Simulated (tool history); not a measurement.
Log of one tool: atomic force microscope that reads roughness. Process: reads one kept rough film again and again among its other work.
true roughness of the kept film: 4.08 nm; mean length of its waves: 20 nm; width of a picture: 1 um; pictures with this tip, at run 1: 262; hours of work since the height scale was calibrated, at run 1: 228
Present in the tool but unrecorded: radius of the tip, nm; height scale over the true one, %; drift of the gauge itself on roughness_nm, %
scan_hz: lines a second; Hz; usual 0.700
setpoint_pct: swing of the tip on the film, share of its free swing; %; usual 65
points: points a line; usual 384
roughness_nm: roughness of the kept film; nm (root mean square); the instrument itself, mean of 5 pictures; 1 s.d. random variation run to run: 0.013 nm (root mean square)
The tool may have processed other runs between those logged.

run   hour  scan_hz  setpoint_pct  points  pictures with this tip  hours of work since the height scale was calibrated  roughness_nm
  1    0.0    0.700            65     384                     262                                                  228         2.604
  2    8.3    0.700            65     384                     276                                                  234         2.586
  3   17.8    0.700            65     384                     292                                                  240         2.536
  4   25.4    0.700            65     384                     305                                                  245         2.506
  5   32.2    0.839            65     384                     316                                                  249         2.512
  6   41.0    0.839            65     384                     331                                                  255         2.493
  7   49.6    0.700            65     384                     345                                                  260         2.469
  8   55.9    0.700            83     384                     356                                                  264         2.409
  9   63.0    0.700            83     384                     368                                                  269         2.386
      66.4  -- new tip fitted
 10   67.3    0.700            83     384                       1                                                  271         2.970
      69.1  -- height scale calibrated on a step standard
 11   76.9    0.994            61     786                      16                                                    5         3.067
 12   85.7    2.728            65     384                      30                                                   11         2.908
 13   91.7    0.777            80     384                      40                                                   14         2.921
      95.2  -- height scale calibrated on a step standard, once more
 14   98.6    0.777            80     384                      50                                                    2         2.867
 15  104.3    0.665            80     384                      60                                                    6         2.861
 16  109.9    0.665            80     384                      69                                                    9         2.845
 17  117.2    0.665            80     384                      81                                                   14         2.831
 18  121.7    0.665            80     384                      89                                                   17         2.799

3 options for the next run, each taken on its own from the tool as it stands now. Forecast them:
  A  128.5    0.665            61     343                     100                                                   21             ?
  B  128.5    1.919            80     739                     100                                                   21             ?
  C  128.5    0.747            68     384                     100                                                   21             ?

run  roughness_nm
  A         2.829
  B         2.695
  C         2.791
Without the tool's unlogged condition, the same runs would have read:
run  roughness_nm
  A         3.114
  B         2.966
  C         3.072

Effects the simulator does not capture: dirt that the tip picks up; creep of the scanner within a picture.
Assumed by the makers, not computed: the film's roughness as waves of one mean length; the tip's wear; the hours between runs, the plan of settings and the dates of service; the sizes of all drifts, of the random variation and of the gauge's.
